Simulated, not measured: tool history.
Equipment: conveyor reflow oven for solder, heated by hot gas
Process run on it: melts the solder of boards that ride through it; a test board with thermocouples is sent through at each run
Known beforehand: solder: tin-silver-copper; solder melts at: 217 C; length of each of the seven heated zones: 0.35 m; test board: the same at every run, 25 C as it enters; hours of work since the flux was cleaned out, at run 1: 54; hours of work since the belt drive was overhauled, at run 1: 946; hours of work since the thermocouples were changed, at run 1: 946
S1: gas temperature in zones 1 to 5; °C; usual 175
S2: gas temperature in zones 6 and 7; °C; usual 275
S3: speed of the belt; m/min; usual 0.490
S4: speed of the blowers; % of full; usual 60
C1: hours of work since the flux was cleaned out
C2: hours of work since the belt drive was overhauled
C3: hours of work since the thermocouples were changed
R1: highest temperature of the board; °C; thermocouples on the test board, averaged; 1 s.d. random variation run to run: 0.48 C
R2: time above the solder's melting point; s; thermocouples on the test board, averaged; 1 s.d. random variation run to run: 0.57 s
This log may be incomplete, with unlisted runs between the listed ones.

run,hour,S1,S2,S3,S4,C1,C2,C3,R1,R2
1,0.0,175,275,0.490,60,54,946,946,253.9,67.7
2,41.0,175,275,0.490,60,72,964,964,254.4,67.8
3,84.2,175,275,0.490,60,92,984,984,254.3,67.8
4,110.5,167,275,0.490,60,103,995,995,252.7,63.7
5,168.1,175,275,0.490,60,129,1021,1021,253.8,67.8
6,221.9,175,275,0.490,60,152,1044,1044,253.7,67.5
7,272.8,175,275,0.490,60,175,1067,1067,252.8,66.8
8,333.4,175,275,0.490,60,202,1094,1094,253.6,66.0
# hour 341.4: belt drive overhauled, speed set with a stopwatch
9,393.6,175,275,0.490,60,227,23,1119,253.3,66.3
10,448.7,175,275,0.490,60,251,47,1143,251.7,65.6
11,488.1,175,275,0.490,60,268,65,1160,252.1,65.0
12,517.1,175,275,0.490,60,281,78,1173,252.9,65.2
# hour 524.8: belt drive overhauled, speed set with a stopwatch, once more
13,566.6,175,275,0.490,60,301,18,1193,251.3,61.3
14,628.3,175,275,0.490,60,329,46,1221,250.4,62.8
15,661.6,175,275,0.490,60,343,60,1235,249.9,61.5
16,701.8,171,275,0.490,60,361,78,1253,249.1,59.0
17,747.5,175,283,0.396,60,381,98,1273,263.8,90.9
# hour 803.4: thermocouples of zones 6 and 7 changed
18,809.7,175,283,0.396,60,408,125,3,267.2,92.8
# hour 832.8: flux residue cleaned out of gas plates and filters
19,862.0,175,275,0.396,60,13,146,24,264.4,90.5
20,920.1,187,268,0.490,65,39,172,49,254.9,72.1
21,945.6,177,275,0.409,51,50,183,61,260.9,85.6
22,985.8,177,278,0.409,51,68,201,78,262.5,87.5
23,1039.2,177,278,0.408,51,91,224,102,262.9,86.9
24,1071.1,177,278,0.408,51,105,238,116,263.0,87.6
25,1106.4,177,278,0.408,54,121,254,132,263.2,88.7
26,1144.9,177,278,0.408,54,138,271,149,262.7,89.0
27,1199.9,177,278,0.408,54,162,295,173,263.1,88.4
28,1255.2,177,278,0.408,54,187,320,198,261.7,88.0
29,1310.1,177,278,0.408,54,211,344,222,262.7,87.3
30,1359.6,180,281,0.392,81,233,366,244,272.0,100.5
31,1390.5,180,281,0.392,81,247,380,257,271.5,99.2

Hidden state or all else? Some run-to-run changes of R1, split into what the settings, what came in and random variation would give without the hidden state, and what is left for the hidden state (with any gauge scatter that isn't in both results):
Hidden conditions of the tool in this case: heat that the gas passes to the board, % of a clean oven's; belt's true speed, % of the reading; true gas temperature in zones 6 and 7 over the reading, C; drift of the gauge itself on peak_c, C; drift of the gauge itself on liquid_s, %.
Run 12 -> 13: belt drive overhauled, speed set with a stopwatch, once more. R1 -1.6 °C: hidden state -1.5, all else -0.1.
Run 16 -> 17: S1 171 -> 175, S2 275 -> 283, S3 0.490 -> 0.396. R1 +14.7 °C: hidden state +0.3, all else +14.4.
Run 17 -> 18: thermocouples of zones 6 and 7 changed. R1 +3.4 °C: hidden state +4.2, all else -0.8.
Run 18 -> 19: S2 283 -> 275, flux residue cleaned out of gas plates and filters. R1 -2.8 °C: hidden state +3.0, all else -5.8.
Run 19 -> 20: S1 175 -> 187, S2 275 -> 268, S3 0.396 -> 0.490, S4 60 -> 65. R1 -9.5 °C: hidden state -0.3, all else -9.2.
Run 29 -> 30: S1 177 -> 180, S2 278 -> 281, S3 0.408 -> 0.392, S4 54 -> 81. R1 +9.3 °C: hidden state -0.3, all else +9.6.

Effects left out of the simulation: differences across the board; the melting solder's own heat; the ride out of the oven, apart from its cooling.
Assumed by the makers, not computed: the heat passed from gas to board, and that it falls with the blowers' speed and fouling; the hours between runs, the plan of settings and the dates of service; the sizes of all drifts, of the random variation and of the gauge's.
